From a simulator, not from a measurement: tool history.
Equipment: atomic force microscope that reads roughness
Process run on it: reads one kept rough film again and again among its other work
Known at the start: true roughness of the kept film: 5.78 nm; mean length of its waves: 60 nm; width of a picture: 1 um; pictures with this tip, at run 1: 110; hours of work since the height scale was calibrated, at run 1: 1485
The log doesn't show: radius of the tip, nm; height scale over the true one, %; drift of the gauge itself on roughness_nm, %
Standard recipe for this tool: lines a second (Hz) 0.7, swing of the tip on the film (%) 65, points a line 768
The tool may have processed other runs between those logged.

| run | hour | lines a second (Hz) | swing of the tip on the film (%) | points a line | pictures with this tip | hours of work since the height scale was calibrated | roughness of the kept film (nm (root mean square)) |
|---|---|---|---|---|---|---|---|
| 1 | 0 | 0.7 | 65 | 768 | 110 | 1485 | 5.259 |
|  | 29.4 | new tip fitted |
| 2 | 48.3 | 2.668 | 65 | 768 | 28 | 1514 | 4.811 |
| 3 | 116.3 | 0.7 | 65 | 768 | 129 | 1555 | 5.238 |
|  | 134.6 | new tip fitted |
| 4 | 184 | 0.7 | 65 | 768 | 73 | 1596 | 5.278 |
| 5 | 228.4 | 0.7 | 65 | 768 | 139 | 1623 | 5.242 |
|  | 236 | new tip fitted |
| 6 | 268.7 | 3.418 | 65 | 768 | 49 | 1647 | 4.654 |
| 7 | 309.8 | 3.418 | 76 | 768 | 109 | 1672 | 4.113 |
|  | 338.3 | new tip fitted |
| 8 | 349.9 | 3.418 | 76 | 768 | 17 | 1696 | 4.121 |
| 9 | 419.2 | 3.418 | 76 | 768 | 119 | 1738 | 4.129 |
|  | 439.5 | new tip fitted |
| 10 | 454.5 | 3.418 | 76 | 377 | 22 | 1759 | 4.112 |
| 11 | 490.4 | 0.7 | 59 | 768 | 76 | 1781 | 5.303 |
|  | 540.7 | new tip fitted |
| 12 | 540.7 | 0.7 | 59 | 768 | 0 | 1811 | 5.318 |
| 13 | 614 | 0.7 | 59 | 768 | 108 | 1855 | 5.308 |
|  | 641.5 | new tip fitted |
| 14 | 672.2 | 0.7 | 65 | 768 | 46 | 1890 | 5.269 |
| 15 | 719.9 | 0.7 | 57 | 768 | 116 | 1919 | 5.324 |
|  | 743.1 | new tip fitted |
| 16 | 799.3 | 0.722 | 65 | 773 | 83 | 1967 | 5.265 |
|  | 845.6 | new tip fitted |
| 17 | 857.4 | 0.722 | 65 | 773 | 18 | 2001 | 5.234 |
| 18 | 909.3 | 0.861 | 65 | 773 | 95 | 2033 | 5.197 |
| 19 | 944.6 | 3.807 | 79 | 598 | 147 | 2054 | 3.84 |
|  | 952.3 | new tip fitted |
| 20 | 1008.4 | 0.557 | 77 | 619 | 83 | 2092 | 5.151 |
|  | 1053.1 | new tip fitted |
| 21 | 1068.1 | 0.7 | 65 | 265 | 23 | 2128 | 5.239 |
| 22 | 1140.1 | 0.7 | 64 | 768 | 129 | 2172 | 5.211 |
|  | 1154.4 | new tip fitted |
| 23 | 1198 | 0.7 | 79 | 768 | 65 | 2207 | 5.057 |
|  | 1235.7 | height scale calibrated on a step standard |
|  | 1256.5 | new tip fitted |
| 24 | 1257.5 | 0.7 | 55 | 768 | 1 | 13 | 5.333 |
| 25 | 1326.2 | 0.7 | 55 | 768 | 103 | 54 | 5.363 |
|  | 1358.3 | new tip fitted |
| 26 | 1405.1 | 0.7 | 55 | 768 | 69 | 102 | 5.369 |
| 27 | 1456.3 | 2.581 | 65 | 768 | 144 | 133 | 4.791 |
|  | 1464.1 | new tip fitted |
| 28 | 1518.9 | 1.006 | 56 | 402 | 81 | 170 | 5.311 |
| 29 | 1559.4 | 2.592 | 86 | 328 | 141 | 195 | 3.864 |

Forecast each of these 3 alternatives for the next run:
|  | 1567.2 | new tip fitted |
| A | 1613.2 | 0.7 | 65 | 823 | 68 | 227 | ? |
|  | 1567.2 | new tip fitted |
| B | 1613.2 | 2.4 | 56 | 405 | 68 | 227 | ? |
|  | 1567.2 | new tip fitted |
| C | 1613.2 | 0.86 | 60 | 768 | 68 | 227 | ? |

| run | roughness of the kept film (nm (root mean square)) |
|---|---|
| A | 5.256 |
| B | 5.06 |
| C | 5.261 |
Without the tool's unlogged condition, the same runs would have read:
| run | roughness of the kept film (nm (root mean square)) |
|---|---|
| A | 5.264 |
| B | 5.068 |
| C | 5.27 |
